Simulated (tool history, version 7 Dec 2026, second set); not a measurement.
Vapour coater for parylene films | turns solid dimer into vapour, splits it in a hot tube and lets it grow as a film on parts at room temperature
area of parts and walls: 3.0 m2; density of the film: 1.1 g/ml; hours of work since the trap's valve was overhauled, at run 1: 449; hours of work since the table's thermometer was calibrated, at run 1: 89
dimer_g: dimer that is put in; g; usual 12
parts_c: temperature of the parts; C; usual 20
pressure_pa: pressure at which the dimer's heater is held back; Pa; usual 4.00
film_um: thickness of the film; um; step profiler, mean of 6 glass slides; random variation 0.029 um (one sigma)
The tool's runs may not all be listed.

run    hour  dimer_g  parts_c  pressure_pa  hours of work since the trap's valve was overhauled  hours of work since the table's thermometer was calibrated  film_um
  1     0.0       12       20         4.00                                                  449                                                          89     2.59
  2    36.8       20       20         4.00                                                  472                                                         112     4.32
  3    72.0       12       20         4.00                                                  493                                                         134     2.54
  4   103.8       12       20         4.00                                                  513                                                         153     2.54
  5   138.4       12       20         4.00                                                  534                                                         174     2.59
  6   158.0       12       20         4.00                                                  546                                                         186     2.58
  7   190.9       12       20         3.65                                                  566                                                         207     2.54
  8   218.9       12       20         4.00                                                  584                                                         224     2.61
      235.7  -- trap's valve overhauled
  9   252.4       12       20         4.00                                                   10                                                         242     2.94
 10   280.1       12       20         4.00                                                   27                                                         259     2.90
 11   299.8       12       20         4.00                                                   39                                                         271     2.92
 12   336.9       12       20         4.00                                                   62                                                         294     2.85
 13   367.5       12       31         4.00                                                   81                                                         313     1.72
 14   392.5       12       31        11.27                                                   96                                                         328     1.47
 15   410.3       12       17         4.00                                                  107                                                         339     3.40
 16   437.7       12       17         4.00                                                  124                                                         356     3.26
 17   462.6       12       14         4.00                                                  140                                                         371     3.48
 18   481.6       12       14         4.00                                                  151                                                         383     3.45
 19   513.3       12       20         5.63                                                  171                                                         402     2.70
 20   530.0       12       20         5.63                                                  181                                                         413     2.78
 21   568.9       12       20         5.63                                                  205                                                         437     2.73
 22   588.6       12       20         5.63                                                  217                                                         449     2.69
 23   619.3       12       20         4.00                                                  236                                                         468     2.82
 24   652.5       12       20         4.00                                                  256                                                         488     2.80
 25   690.0       13       29         5.95                                                  279                                                         511     1.82
 26   728.2        7       17         4.00                                                  303                                                         535     1.87
 27   766.8       12       15         4.21                                                  327                                                         558     3.28
 28   787.7       17       19         4.58                                                  339                                                         571     3.98
 29   822.6       17       15         4.58                                                  361                                                         593     4.68
 30   860.5       17       15         4.58                                                  384                                                         616     4.59
 31   891.5       12       20         9.01                                                  403                                                         635     2.43
 32   920.5       10       20         4.00                                                  421                                                         653     2.26
 33   942.4       10       20         4.00                                                  434                                                         666     2.21
 34   972.5       10       20         4.00                                                  453                                                         685     2.23
 35   997.2       12       31         4.00                                                  468                                                         700     1.57
 36  1033.5       14       31         2.46                                                  490                                                         722     1.93
 37  1053.2       14       31         2.46                                                  503                                                         734     1.93
 38  1086.0       14       15         2.72                                                  523                                                         755     3.73
 39  1102.9       14       15         2.72                                                  533                                                         765     3.69
 40  1139.8       14       15         2.72                                                  556                                                         788     3.64
 41  1177.6       14       15         2.72                                                  579                                                         811     3.64
     1202.8  -- trap's valve overhauled
 42  1204.6        9       13         2.91                                                    1                                                         825     2.68
 43  1238.5       11       26         6.44                                                   22                                                         846     1.93
 44  1276.9       11       26         6.44                                                   46                                                         869     1.91
 45  1302.5       13       19         4.00                                                   61                                                         885     3.42
 46  1321.6       12       25         3.81                                                   73                                                         897     2.29

Forecast each of these 4 alternatives for the next run:
  A  1338.3        7       13         3.81                                                   83                                                         907        ?
  B  1338.3       12       22         2.65                                                   83                                                         907        ?
  C  1338.3       12       15         3.81                                                   83                                                         907        ?
  D  1338.3       12       24         2.12                                                   83                                                         907        ?

run  film_um
  A     2.02
  B     2.78
  C     3.46
  D     2.63
Without the tool's hidden state the same runs would have given:
run  film_um
  A     2.07
  B     2.73
  C     3.54
  D     2.58
